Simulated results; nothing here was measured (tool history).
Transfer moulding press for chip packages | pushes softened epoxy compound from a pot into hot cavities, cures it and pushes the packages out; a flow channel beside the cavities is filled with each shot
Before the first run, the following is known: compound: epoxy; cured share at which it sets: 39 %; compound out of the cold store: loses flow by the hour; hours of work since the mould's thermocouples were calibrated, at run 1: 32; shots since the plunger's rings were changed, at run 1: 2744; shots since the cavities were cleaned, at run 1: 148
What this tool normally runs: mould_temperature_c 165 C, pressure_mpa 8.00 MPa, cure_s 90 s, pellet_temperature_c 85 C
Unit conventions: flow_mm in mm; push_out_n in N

| run | hour | mould_temperature_c | pressure_mpa | cure_s | pellet_temperature_c | hours of work since the mould's thermocouples were calibrated | shots since the plunger's rings were changed | shots since the cavities were cleaned | incoming compound's hours out of the cold store | flow_mm | push_out_n |
|---|---|---|---|---|---|---|---|---|---|---|---|
| 1 | 0.0 | 165 | 8.00 | 90 | 85 | 32 | 2744 | 148 | 12.2 | 647 | 520 |
| 2 | 7.1 | 165 | 8.00 | 75 | 85 | 36 | 2815 | 219 | 45.3 | 574 | 778 |
| 3 | 12.7 | 165 | 6.41 | 75 | 85 | 39 | 2872 | 276 | 32.6 | 529 | 817 |
| 4 | 19.4 | 165 | 6.41 | 75 | 93 | 42 | 2939 | 343 | 35.3 | 537 | 789 |
|  | 27.6 | cavities cleaned with cleaning compound and waxed |
| 5 | 31.3 | 165 | 8.15 | 90 | 85 | 48 | 3043 | 37 | 14.5 | 634 | 464 |
| 6 | 39.6 | 165 | 8.15 | 90 | 85 | 52 | 3126 | 120 | 9.9 | 641 | 517 |
| 7 | 45.4 | 165 | 8.00 | 90 | 89 | 55 | 3184 | 178 | 42.0 | 565 | 508 |
| 8 | 54.2 | 166 | 8.00 | 90 | 83 | 60 | 3273 | 267 | 46.0 | 576 | 498 |
| 9 | 65.4 | 165 | 6.75 | 74 | 76 | 66 | 3386 | 380 | 17.0 | 575 | 980 |

Predict the results of run 10:
|  | 70.5 | cavities cleaned with cleaning compound and waxed |
| 10 | 76.1 | 165 | 9.20 | 109 | 80 | 71 | 3477 | 56 | 24.7 | ? | ? |

{"run 10": {"flow_mm": 648, "push_out_n": 381}}
If the tool had no hidden condition, the same run with the same run-to-run variation would have returned flow_mm 679 mm, push_out_n 356 N.
